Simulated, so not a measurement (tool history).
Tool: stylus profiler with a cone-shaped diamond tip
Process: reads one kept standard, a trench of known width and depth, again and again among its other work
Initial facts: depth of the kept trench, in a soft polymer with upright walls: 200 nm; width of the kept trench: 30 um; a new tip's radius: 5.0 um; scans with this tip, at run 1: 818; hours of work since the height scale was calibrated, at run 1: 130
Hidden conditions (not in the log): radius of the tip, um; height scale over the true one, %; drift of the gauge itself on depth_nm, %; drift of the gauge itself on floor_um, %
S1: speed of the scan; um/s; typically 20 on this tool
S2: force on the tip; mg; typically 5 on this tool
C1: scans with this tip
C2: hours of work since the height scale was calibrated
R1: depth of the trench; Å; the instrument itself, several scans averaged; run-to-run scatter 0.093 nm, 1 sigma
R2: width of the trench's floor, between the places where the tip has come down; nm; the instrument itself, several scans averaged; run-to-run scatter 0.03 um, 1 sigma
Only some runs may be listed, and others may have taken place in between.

run   hour  S1     S2    C1   C2      R1     R2
  1      0  20      5   818  130  2028.8  26960
  2   12.1  20      5   851  135  2029.7  26970
  3   28.2  20      5   895  142  2029.8  26950
  4   36.8  20   2.19   918  146  2017.2  26960
  5   55.4  20   2.19   969  154  2016.3  26900
  6   66.5  20      5   999  159    2031  26920
  7   83.7  20      5  1046  167  2031.5  27010
  8   97.6  20   2.67  1084  173    2020  26930
  9  109.1  20   4.08  1116  178  2026.8  26930
 10  123.9  12   4.08  1156  184  2027.6  27010
 11  139.5  20   6.47  1198  191  2037.6  26970
 12  158.6  46   5.85  1251  199  2034.5  26820
 13  177.5  18   4.24  1302  207  2026.7  26910
 14  196.1  44   5.69  1353  215  2033.2  26870
 15  209.7  44   5.69  1390  221  2032.8  26770
 16  218.8  30  13.95  1415  225  2060.1  26980
 17  234.8  30  13.95  1458  232  2060.7  26940
 18  251.3  30  13.95  1504  239  2058.4  26870
 19  261.9  15      5  1533  244  2030.9  26940

5 options for the next run, each taken on its own from the tool as it stands now. Forecast them:
  A  282.7  15  2.55  1589  253   ?   ?
  B  282.7  16  2.32  1589  253   ?   ?
  C  282.7  20  3.37  1589  253   ?   ?
  D  282.7  71    11  1589  253   ?   ?
  E  282.7   9     5  1589  253   ?   ?

run      R1     R2
  A  2018.4  26930
  B  2016.7  26920
  C    2023  26890
  D    2049  26770
  E  2027.7  26960
The same runs, with their run-to-run variation unchanged, on a tool lacking any hidden condition would have given:
run      R1     R2
  A  2019.1  27150
  B  2017.3  27140
  C  2023.7  27110
  D  2049.6  26990
  E  2028.4  27170
